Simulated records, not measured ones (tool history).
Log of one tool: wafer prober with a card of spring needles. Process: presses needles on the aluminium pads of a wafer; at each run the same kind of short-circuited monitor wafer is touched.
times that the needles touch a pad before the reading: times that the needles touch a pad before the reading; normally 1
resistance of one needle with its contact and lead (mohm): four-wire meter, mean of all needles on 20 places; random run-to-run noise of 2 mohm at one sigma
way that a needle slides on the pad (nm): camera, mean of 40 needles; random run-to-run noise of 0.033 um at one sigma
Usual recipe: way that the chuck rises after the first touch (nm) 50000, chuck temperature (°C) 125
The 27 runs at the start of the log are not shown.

| run | day | way that the chuck rises after the first touch (nm) | chuck temperature (°C) | times that the needles touch a pad before the reading | touches since the tips were cleaned | cleanings since the card got new needles | touches since the first contact's height was set | resistance of one needle with its contact and lead (mohm) | way that a needle slides on the pad (nm) |
|---|---|---|---|---|---|---|---|---|---|
| 28 | 8.996 | 35000 | 115 | 2 | 1624 | 14 | 91407 | 248 | 5010 |
| 29 | 9.338 | 35000 | 115 | 2 | 3030 | 14 | 92813 | 259 | 5000 |
| 30 | 9.671 | 35000 | 115 | 2 | 4399 | 14 | 94182 | 270 | 5030 |
|  | 10.038 | tips cleaned on abrasive film |
| 31 | 10.038 | 56000 | 46 | 1 | 0 | 15 | 95675 | 204 | 8060 |
| 32 | 10.392 | 50000 | 42 | 3 | 1464 | 15 | 97139 | 202 | 7170 |
| 33 | 10.858 | 41000 | 125 | 3 | 3396 | 15 | 99071 | 238 | 5920 |
| 34 | 11.2 | 37000 | 42 | 3 | 4806 | 15 | 100481 | 235 | 5250 |
|  | 11.462 | tips cleaned on abrasive film |
| 35 | 11.475 | 46000 | 30 | 2 | 48 | 16 | 101594 | 201 | 6600 |

Forecast each of these 4 alternatives for the next run:
| A | 11.812 | 50000 | 41 | 1 | 1435 | 16 | 102981 | ? | ? |
| B | 11.812 | 58000 | 43 | 1 | 1435 | 16 | 102981 | ? | ? |
| C | 11.812 | 58000 | 30 | 2 | 1435 | 16 | 102981 | ? | ? |
| D | 11.812 | 50000 | 76 | 1 | 1435 | 16 | 102981 | ? | ? |

| run | resistance of one needle with its contact and lead (mohm) | way that a needle slides on the pad (nm) |
|---|---|---|
| A | 221 | 7240 |
| B | 217 | 8410 |
| C | 205 | 8310 |
| D | 229 | 7170 |
Take away the tool's hidden state, keep each run's random variation, and the runs would have read:
| run | resistance of one needle with its contact and lead (mohm) | way that a needle slides on the pad (nm) |
|---|---|---|
| A | 197 | 7440 |
| B | 198 | 8610 |
| C | 194 | 8510 |
| D | 207 | 7370 |

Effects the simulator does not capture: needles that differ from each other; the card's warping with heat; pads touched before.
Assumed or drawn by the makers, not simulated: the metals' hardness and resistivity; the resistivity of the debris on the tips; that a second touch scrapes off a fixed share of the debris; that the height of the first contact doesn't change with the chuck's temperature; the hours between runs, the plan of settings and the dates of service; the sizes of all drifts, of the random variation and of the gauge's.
